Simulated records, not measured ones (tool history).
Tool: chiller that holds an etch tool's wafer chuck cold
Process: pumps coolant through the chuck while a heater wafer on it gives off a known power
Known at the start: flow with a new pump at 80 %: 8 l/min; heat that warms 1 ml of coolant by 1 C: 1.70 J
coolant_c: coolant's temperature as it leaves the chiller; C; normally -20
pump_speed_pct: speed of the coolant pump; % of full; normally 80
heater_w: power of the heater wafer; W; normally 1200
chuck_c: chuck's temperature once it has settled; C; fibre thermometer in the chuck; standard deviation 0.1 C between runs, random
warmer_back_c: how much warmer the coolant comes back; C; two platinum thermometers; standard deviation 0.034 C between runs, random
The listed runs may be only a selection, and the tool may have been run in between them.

{"run": 1, "hour": 0.0, "coolant_c": -20, "pump_speed_pct": 80, "heater_w": 1200, "chuck_c": -11.4, "warmer_back_c": 5.26}
{"run": 2, "hour": 91.4, "coolant_c": -20, "pump_speed_pct": 80, "heater_w": 1200, "chuck_c": -11.2, "warmer_back_c": 5.34}
{"run": 3, "hour": 152.5, "coolant_c": -20, "pump_speed_pct": 80, "heater_w": 1200, "chuck_c": -11.2, "warmer_back_c": 5.33}
{"run": 4, "hour": 253.2, "coolant_c": -20, "pump_speed_pct": 80, "heater_w": 1200, "chuck_c": -11.2, "warmer_back_c": 5.3}
{"run": 5, "hour": 347.8, "coolant_c": -20, "pump_speed_pct": 80, "heater_w": 1200, "chuck_c": -11.3, "warmer_back_c": 5.26}
{"run": 6, "hour": 427.3, "coolant_c": -20, "pump_speed_pct": 80, "heater_w": 1200, "chuck_c": -11.3, "warmer_back_c": 5.29}
{"run": 7, "hour": 503.3, "coolant_c": -10, "pump_speed_pct": 80, "heater_w": 1200, "chuck_c": -1.5, "warmer_back_c": 5.33}
{"hour": 546.1, "done": "chiller's thermometer calibrated"}
{"run": 8, "hour": 578.5, "coolant_c": -10, "pump_speed_pct": 80, "heater_w": 1200, "chuck_c": -1.4, "warmer_back_c": 5.3}
{"run": 9, "hour": 629.7, "coolant_c": -10, "pump_speed_pct": 80, "heater_w": 1200, "chuck_c": -1.3, "warmer_back_c": 5.31}
{"run": 10, "hour": 700.7, "coolant_c": -10, "pump_speed_pct": 80, "heater_w": 1200, "chuck_c": -1.2, "warmer_back_c": 5.29}
{"run": 11, "hour": 800.2, "coolant_c": -16, "pump_speed_pct": 80, "heater_w": 1200, "chuck_c": -7.4, "warmer_back_c": 5.34}
{"run": 12, "hour": 913.2, "coolant_c": -16, "pump_speed_pct": 80, "heater_w": 946, "chuck_c": -9.3, "warmer_back_c": 4.22}
{"run": 13, "hour": 972.1, "coolant_c": -16, "pump_speed_pct": 80, "heater_w": 946, "chuck_c": -9.0, "warmer_back_c": 4.23}
{"run": 14, "hour": 1042.6, "coolant_c": -16, "pump_speed_pct": 80, "heater_w": 946, "chuck_c": -9.1, "warmer_back_c": 4.24}
{"run": 15, "hour": 1141.7, "coolant_c": -20, "pump_speed_pct": 97, "heater_w": 1200, "chuck_c": -12.5, "warmer_back_c": 4.38}
{"run": 16, "hour": 1215.9, "coolant_c": -20, "pump_speed_pct": 80, "heater_w": 1200, "chuck_c": -11.1, "warmer_back_c": 5.32}
{"run": 17, "hour": 1296.5, "coolant_c": -20, "pump_speed_pct": 80, "heater_w": 1200, "chuck_c": -11.4, "warmer_back_c": 5.37}
{"run": 18, "hour": 1351.0, "coolant_c": -20, "pump_speed_pct": 80, "heater_w": 1200, "chuck_c": -11.6, "warmer_back_c": 5.28}
{"run": 19, "hour": 1438.0, "coolant_c": -25, "pump_speed_pct": 68, "heater_w": 673, "chuck_c": -19.6, "warmer_back_c": 3.53}
{"run": 20, "hour": 1536.5, "coolant_c": -22, "pump_speed_pct": 80, "heater_w": 1200, "chuck_c": -13.2, "warmer_back_c": 5.36}
{"run": 21, "hour": 1585.8, "coolant_c": -22, "pump_speed_pct": 80, "heater_w": 1200, "chuck_c": -13.4, "warmer_back_c": 5.36}
{"run": 22, "hour": 1656.9, "coolant_c": -28, "pump_speed_pct": 96, "heater_w": 1310, "chuck_c": -19.7, "warmer_back_c": 4.82}
{"run": 23, "hour": 1711.6, "coolant_c": -15, "pump_speed_pct": 67, "heater_w": 1200, "chuck_c": -5.2, "warmer_back_c": 6.35}
{"run": 24, "hour": 1761.0, "coolant_c": -29, "pump_speed_pct": 96, "heater_w": 1141, "chuck_c": -21.7, "warmer_back_c": 4.18}
{"run": 25, "hour": 1820.5, "coolant_c": -25, "pump_speed_pct": 83, "heater_w": 843, "chuck_c": -19.0, "warmer_back_c": 3.64}
{"run": 26, "hour": 1886.7, "coolant_c": -25, "pump_speed_pct": 83, "heater_w": 843, "chuck_c": -19.0, "warmer_back_c": 3.61}

Forecast run 27:
{"run": 27, "hour": 1984.5, "coolant_c": -21, "pump_speed_pct": 69, "heater_w": 867, "chuck_c": "?", "warmer_back_c": "?"}

Run 27 measured chuck_c -14.0 C, warmer_back_c 4.44 C.
Take away the tool's hidden state, keep the run-to-run variation as it was, and the same run would have given chuck_c -14.0 C, warmer_back_c 4.43 C.

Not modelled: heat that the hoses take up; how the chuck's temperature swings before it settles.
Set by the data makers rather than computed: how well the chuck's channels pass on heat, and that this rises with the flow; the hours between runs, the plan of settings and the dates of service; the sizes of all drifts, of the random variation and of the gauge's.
